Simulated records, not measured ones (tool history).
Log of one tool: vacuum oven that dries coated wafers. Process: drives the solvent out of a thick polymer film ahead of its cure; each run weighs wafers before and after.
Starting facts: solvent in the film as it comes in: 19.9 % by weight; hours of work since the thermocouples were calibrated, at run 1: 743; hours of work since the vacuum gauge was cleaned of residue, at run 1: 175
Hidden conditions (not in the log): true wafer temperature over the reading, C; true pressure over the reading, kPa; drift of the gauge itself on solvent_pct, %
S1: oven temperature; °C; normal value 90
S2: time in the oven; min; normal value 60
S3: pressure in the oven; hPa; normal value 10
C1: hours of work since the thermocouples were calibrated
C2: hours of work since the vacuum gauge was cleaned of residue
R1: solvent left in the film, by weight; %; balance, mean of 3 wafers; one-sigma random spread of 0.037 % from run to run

run,hour,S1,S2,S3,C1,C2,R1
1,0,90,60,10,743,175,2.14
2,13.7,90,60,10,752,185,2.14
3,27.1,90,60,5.1,762,195,2
4,39.2,90,32,10,771,204,5.24
5,50.2,90,60,10,779,212,2.13
6,59.2,90,60,10,785,218,2.13
7,72.7,77,60,10,795,228,6.89
8,80.8,77,60,10,801,234,6.79
9,91.4,90,60,10,809,241,2.08
10,104.1,90,60,10,818,250,2.07
11,110,90,60,10,822,255,2.14
12,119.3,90,98,10,829,262,0.8
13,132,90,98,10,838,271,0.82
14,143.6,90,98,10,846,279,0.82
15,156.1,96,60,14.4,855,288,1.1
16,169.4,102,37,38.3,865,298,1.86
17,175.4,102,37,38.3,869,302,1.74
18,184.8,102,37,38.3,876,309,1.82
19,191.2,104,75,12.9,881,313,0.38
20,196.9,90,53,19.5,885,318,2.83
21,209.7,100,63,15.7,894,327,0.6
22,219,99,60,10,901,333,0.57
23,226.3,99,60,10,906,339,0.63

Below, some changes in R1 between adjacent runs. For each, the amount present without the hidden state too (settings, incoming material, random variation) and the amount remaining for the hidden state with gauge scatter not shared by both compared results:
Run 6 -> 7: S1 90 -> 77. R1 +4.76 %: hidden state -0.23, all else +4.99.
Run 8 -> 9: S1 77 -> 90. R1 -4.71 %: hidden state +0.22, all else -4.93.
Run 19 -> 20: S1 104 -> 90, S2 75 -> 53, S3 12.9 -> 19.5. R1 +2.45 %: hidden state -0.52, all else +2.97.
Run 20 -> 21: S1 90 -> 100, S2 53 -> 63, S3 19.5 -> 15.7. R1 -2.23 %: hidden state +0.41, all else -2.64.

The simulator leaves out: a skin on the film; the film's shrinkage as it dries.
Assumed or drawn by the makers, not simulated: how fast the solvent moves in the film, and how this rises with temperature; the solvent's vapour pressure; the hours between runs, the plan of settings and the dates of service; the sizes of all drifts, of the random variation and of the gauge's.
